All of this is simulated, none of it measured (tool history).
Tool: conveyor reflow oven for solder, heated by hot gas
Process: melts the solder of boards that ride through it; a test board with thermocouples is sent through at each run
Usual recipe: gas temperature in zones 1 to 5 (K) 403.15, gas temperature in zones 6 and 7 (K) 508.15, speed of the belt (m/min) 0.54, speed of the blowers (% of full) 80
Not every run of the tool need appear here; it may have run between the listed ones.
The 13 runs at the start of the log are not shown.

run,day,gas temperature in zones 1 to 5 (K),gas temperature in zones 6 and 7 (K),speed of the belt (m/min),speed of the blowers (% of full),highest temperature of the board (K),time above the solder's melting point (s)
14,4.479,403.15,508.15,0.54,80,487.35,52.8
15,4.988,403.15,508.15,0.54,80,486.55,52.6
16,5.258,413.15,509.15,0.65,84,483.85,42.7
17,5.621,416.15,516.15,0.54,68,494.05,63
18,6.046,403.15,507.15,0.54,80,485.65,51.9
19,6.542,412.15,507.15,0.54,55,482.65,51.1
20,6.783,394.15,521.15,0.586,87,493.75,50.5
21,7.192,409.15,521.15,0.596,87,496.15,55.8
# day 7.4: belt drive overhauled, speed set with a stopwatch
22,7.721,411.15,513.15,0.596,87,490.25,51.7
23,8.196,403.15,500.15,0.54,88,480.85,46.9
# day 8.533: belt drive overhauled, speed set with a stopwatch, once more
24,8.8,403.15,504.15,0.54,54,477.95,41
25,9.112,403.15,523.15,0.511,80,501.65,67.1
26,9.529,399.15,506.15,0.54,80,483.55,47.3
27,10.025,399.15,506.15,0.54,80,483.85,47.1
28,10.4,399.15,520.15,0.624,60,484.45,39.7
29,10.912,399.15,520.15,0.624,60,484.75,41
30,11.292,418.15,508.15,0.559,80,488.45,55.9

Branching from run 30: 4 alternative next runs. What would each branch give?
A,11.696,407.15,508.15,0.473,80,?,?
B,11.696,405.15,508.15,0.479,80,?,?
C,11.696,403.15,506.15,0.55,65,?,?
D,11.696,402.15,508.15,0.54,69,?,?

run,highest temperature of the board (K),time above the solder's melting point (s)
A,490.85,67.1
B,490.55,64.2
C,481.25,44.6
D,483.35,49.1
Had the tool no hidden state, the same runs would have come out as:
run,highest temperature of the board (K),time above the solder's melting point (s)
A,494.65,70.9
B,494.55,68.1
C,485.55,49.6
D,487.75,53.8
